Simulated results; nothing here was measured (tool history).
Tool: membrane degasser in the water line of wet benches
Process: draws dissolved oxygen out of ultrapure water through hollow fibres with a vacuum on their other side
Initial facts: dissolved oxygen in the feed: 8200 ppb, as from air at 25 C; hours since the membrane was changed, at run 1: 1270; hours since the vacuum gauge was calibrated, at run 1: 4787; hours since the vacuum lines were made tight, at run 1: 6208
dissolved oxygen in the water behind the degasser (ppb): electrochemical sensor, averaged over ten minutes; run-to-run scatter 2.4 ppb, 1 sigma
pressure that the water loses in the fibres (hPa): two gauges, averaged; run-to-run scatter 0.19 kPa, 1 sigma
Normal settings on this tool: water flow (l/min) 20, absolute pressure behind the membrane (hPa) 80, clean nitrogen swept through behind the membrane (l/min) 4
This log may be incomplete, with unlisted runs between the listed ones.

run	hour	water flow (l/min)	absolute pressure behind the membrane (hPa)	clean nitrogen swept through behind the membrane (l/min)	hours since the membrane was changed	hours since the vacuum gauge was calibrated	hours since the vacuum lines were made tight	dissolved oxygen in the water behind the degasser (ppb)	pressure that the water loses in the fibres (hPa)
1	0	20	80	4	1270	4787	6208	241.4	387.4
2	58.5	20	80	4	1328	4845	6267	237.7	384
3	125.6	20	80	4	1395	4912	6334	240.3	386.6
4	172.4	18	80	4	1442	4959	6381	182.6	343.8
5	268.8	18	80	4	1539	5055	6477	181.8	346.5
6	322.6	20	109.4	4	1592	5109	6531	273.8	383.3
7	395.1	20	109.4	4	1665	5182	6603	271	384.7
8	484.4	20	109.4	6.31	1754	5271	6693	240.8	382.1
9	538.9	20	109.4	6.31	1809	5325	6747	243.1	383.7
10	587.7	20	109.4	6.31	1857	5374	6796	239.9	379.5
11	657	20	109.4	6.31	1927	5444	6865	235.3	381.1
12	760.1	20	80	2.03	2030	5547	6968	287.4	381.8
13	842.3	20	80	4	2112	5629	7051	234.2	386
14	940.2	20	80	4	2210	5727	7148	241.3	383
# hour 1020.4: vacuum gauge calibrated
15	1022.9	16	54.6	4	2292	3	7231	111.7	304.6
16	1072.8	16	54.6	4	2342	52	7281	108.2	305.2
17	1149.8	29	95.8	6.6	2419	129	7358	538.3	548.3
18	1226	19	146.1	10.42	2495	206	7434	206.1	360.9
19	1295.4	18	110.6	4	2565	275	7503	214.8	339.5
20	1347.5	20	115.4	2.01	2617	327	7555	365	381.4
21	1447.3	20	115.4	2.01	2717	427	7655	369.9	377.7
22	1553.3	20	106.8	3.22	2822	533	7761	294.6	375.2
23	1626.9	20	106.8	5.45	2896	607	7835	247	375.9
24	1698.2	20	164.7	4	2967	678	7906	335.2	376.3
25	1789	14	188.6	4	3058	769	7997	181.2	261.7
26	1835.9	20	113.7	11.8	3105	815	8044	210.7	377.9
27	1913.8	20	113.7	11.8	3183	893	8122	213.4	376.5

Measured result minus the same run's result without the hidden state. Both carry the same run-to-run variation, though not necessarily the same gauge scatter:
Unlogged tool condition in this case: membrane still open, %; true pressure behind the membrane over the reading, kPa; air that leaks in behind the membrane, l/min; drift of the gauge itself on oxygen_ppb, %; drift of the gauge itself on loss_of_pressure_kpa, %.
run	pressure that the water loses in the fibres (hPa)
1	+0.1
2	-0.2
3	-0.6
4	-0.7
5	-1.1
6	-1.5
7	-1.9
8	-2.3
9	-2.6
10	-2.8
11	-3.2
12	-3.7
13	-4.1
14	-4.6
15	-4
16	-4.2
17	-8.1
18	-5.8
19	-5.7
20	-6.6
21	-7.1
22	-7.6
23	-7.9
24	-8.3
25	-6.1
26	-9.1
27	-9.4
dissolved oxygen in the water behind the degasser (ppb): within 0.5 of the measured result in every run.
